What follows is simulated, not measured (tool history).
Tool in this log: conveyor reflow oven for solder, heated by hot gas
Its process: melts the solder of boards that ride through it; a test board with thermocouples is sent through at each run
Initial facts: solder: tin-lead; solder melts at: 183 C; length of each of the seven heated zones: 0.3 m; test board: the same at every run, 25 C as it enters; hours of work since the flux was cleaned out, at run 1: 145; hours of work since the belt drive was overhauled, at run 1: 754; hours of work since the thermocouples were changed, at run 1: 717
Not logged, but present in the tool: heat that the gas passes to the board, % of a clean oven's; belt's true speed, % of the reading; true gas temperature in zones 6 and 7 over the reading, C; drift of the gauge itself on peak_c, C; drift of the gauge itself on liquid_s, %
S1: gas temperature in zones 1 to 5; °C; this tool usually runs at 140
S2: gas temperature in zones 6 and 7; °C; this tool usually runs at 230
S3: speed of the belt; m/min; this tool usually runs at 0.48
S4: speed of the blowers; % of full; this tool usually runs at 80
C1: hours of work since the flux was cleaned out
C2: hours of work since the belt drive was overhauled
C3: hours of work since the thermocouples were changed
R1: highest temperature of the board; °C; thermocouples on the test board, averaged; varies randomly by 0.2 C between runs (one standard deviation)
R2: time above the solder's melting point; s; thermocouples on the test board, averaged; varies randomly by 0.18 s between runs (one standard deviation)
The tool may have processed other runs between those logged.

run 1 day=0 | S1=140 S2=230 S3=0.48 S4=80 | C1=145 C2=754 C3=717 | R1=221 R2=61
run 2 day=1.333 | S1=140 S2=230 S3=0.48 S4=80 | C1=159 C2=767 C3=731 | R1=220.8 R2=61.2
run 3 day=2.529 | S1=140 S2=230 S3=0.48 S4=80 | C1=171 C2=780 C3=743 | R1=220.6 R2=61.1
run 4 day=4.171 | S1=140 S2=230 S3=0.48 S4=80 | C1=187 C2=796 C3=759 | R1=220.9 R2=61
run 5 day=5.338 | S1=140 S2=230 S3=0.48 S4=80 | C1=199 C2=808 C3=771 | R1=220.6 R2=60.8
run 6 day=6.529 | S1=140 S2=227 S3=0.48 S4=80 | C1=211 C2=820 C3=783 | R1=217.5 R2=59.1
-- day=6.979 flux residue cleaned out of gas plates and filters
run 7 day=9.088 | S1=140 S2=227 S3=0.48 S4=80 | C1=21 C2=844 C3=807 | R1=216.2 R2=57.7
run 8 day=11.792 | S1=140 S2=227 S3=0.48 S4=80 | C1=49 C2=871 C3=834 | R1=216.2 R2=57.5
run 9 day=13.733 | S1=140 S2=230 S3=0.48 S4=80 | C1=68 C2=891 C3=854 | R1=218.4 R2=59.2
run 10 day=15.288 | S1=140 S2=230 S3=0.48 S4=80 | C1=84 C2=907 C3=870 | R1=218.3 R2=59.3
-- day=16.35 belt drive overhauled, speed set with a stopwatch
run 11 day=16.771 | S1=140 S2=230 S3=0.48 S4=61 | C1=98 C2=4 C3=883 | R1=214.2 R2=53.6
run 12 day=19.196 | S1=133 S2=236 S3=0.48 S4=61 | C1=122 C2=29 C3=908 | R1=217.3 R2=54.4
-- day=20.062 flux residue cleaned out of gas plates and filters, once more
run 13 day=21.208 | S1=151 S2=236 S3=0.48 S4=61 | C1=12 C2=47 C3=926 | R1=225.1 R2=66.6
-- day=23.6 thermocouples of zones 6 and 7 changed
run 14 day=23.6 | S1=146 S2=241 S3=0.485 S4=57 | C1=35 C2=70 C3=0 | R1=224.4 R2=63.6
run 15 day=26.304 | S1=146 S2=241 S3=0.485 S4=57 | C1=62 C2=98 C3=27 | R1=224.6 R2=63.2
run 16 day=28.35 | S1=146 S2=243 S3=0.453 S4=57 | C1=83 C2=119 C3=48 | R1=228.4 R2=70.6
run 17 day=29.617 | S1=137 S2=226 S3=0.453 S4=57 | C1=96 C2=131 C3=61 | R1=211.6 R2=54.7
run 18 day=32.183 | S1=132 S2=230 S3=0.48 S4=80 | C1=122 C2=157 C3=87 | R1=217.8 R2=56.1
run 19 day=34.175 | S1=140 S2=240 S3=0.576 S4=69 | C1=142 C2=178 C3=107 | R1=219.1 R2=48.1
run 20 day=36.754 | S1=140 S2=230 S3=0.48 S4=82 | C1=168 C2=204 C3=133 | R1=218.9 R2=59.4
run 21 day=38.021 | S1=140 S2=230 S3=0.48 S4=59 | C1=181 C2=217 C3=146 | R1=213.9 R2=54.4

Predict each of these 3 candidate next runs independently; none follows another, all start after run 21:
run A day=39.317 | S1=126 S2=237 S3=0.48 S4=87 | C1=194 C2=230 C3=159 | R1=? R2=?
run B day=39.317 | S1=153 S2=230 S3=0.414 S4=59 | C1=194 C2=230 C3=159 | R1=? R2=?
run C day=39.317 | S1=140 S2=228 S3=0.48 S4=59 | C1=194 C2=230 C3=159 | R1=? R2=?

run=A R1=223.9 R2=58.3
run=B R1=220.2 R2=75.5
run=C R1=212.3 R2=53
With no hidden state in the tool, these same runs would have given:
run=A R1=225.1 R2=59.1
run=B R1=220.5 R2=75.5
run=C R1=213 R2=53.7
